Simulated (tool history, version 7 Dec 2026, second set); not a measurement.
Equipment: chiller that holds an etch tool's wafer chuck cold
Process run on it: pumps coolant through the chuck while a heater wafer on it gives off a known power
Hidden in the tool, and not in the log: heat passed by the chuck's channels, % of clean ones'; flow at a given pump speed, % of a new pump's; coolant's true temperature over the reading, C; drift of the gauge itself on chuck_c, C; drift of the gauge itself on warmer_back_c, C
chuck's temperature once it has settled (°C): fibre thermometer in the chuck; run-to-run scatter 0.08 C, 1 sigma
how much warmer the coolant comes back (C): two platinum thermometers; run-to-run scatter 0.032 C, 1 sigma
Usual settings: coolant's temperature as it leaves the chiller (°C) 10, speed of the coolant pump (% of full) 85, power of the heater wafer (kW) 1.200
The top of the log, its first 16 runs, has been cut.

run,day,coolant's temperature as it leaves the chiller (°C),speed of the coolant pump (% of full),power of the heater wafer (kW),hours since the coolant was changed and the channels were flushed,hours since the pump was overhauled,hours since the chiller's thermometer was calibrated,chuck's temperature once it has settled (°C),how much warmer the coolant comes back (C)
# day 44.225: coolant changed, channels flushed
17,47.075,6,85,1.200,68,2374,3313,13.86,4.13
18,48.996,3,64,1.200,114,2420,3359,12.60,5.55
19,50.871,3,64,1.200,160,2465,3404,12.86,5.58
20,54.517,7,64,0.884,247,2552,3491,14.17,4.13
21,57.692,14,91,1.200,323,2629,3567,21.60,3.86
22,59.438,10,83,1.200,365,2670,3609,18.13,4.28
23,62.554,13,71,1.101,440,2745,3684,21.35,4.57
24,66.625,1,71,1.685,538,2843,3782,13.76,7.07
25,70.225,0,85,1.200,624,2929,3868,8.00,4.09
26,73.671,0,85,1.200,707,3012,3951,7.90,4.18
27,77.242,10,98,1.719,792,3098,4037,20.05,5.08
# day 78.821: chiller's thermometer calibrated
# day 80.125: gauge calibrated
28,80.125,15,99,1.200,861,3166,31,21.80,3.57
29,84.212,15,99,1.200,959,3264,129,21.73,3.52
30,87.842,6,79,1.200,1046,3351,217,14.03,4.47
31,91.408,13,92,0.818,1131,3437,302,17.98,2.60
32,95.467,13,76,1.794,1229,3534,399,25.56,6.96
33,98.354,13,76,1.794,1298,3604,469,25.52,6.93

Below are 3 alternative next runs, each starting from the tool's condition after run 33. Predict each:
A,101.842,10,85,0.757,1382,3687,553,?,?
B,101.842,6,85,0.984,1382,3687,553,?,?
C,101.842,5,76,1.794,1382,3687,553,?,?

run,chuck's temperature once it has settled (°C),how much warmer the coolant comes back (C)
A,14.93,2.56
B,12.47,3.39
C,17.54,7.00
With the hidden condition removed and each run's random variation left untouched, the same runs would have given:
run,chuck's temperature once it has settled (°C),how much warmer the coolant comes back (C)
A,14.80,2.56
B,12.33,3.39
C,17.38,6.98
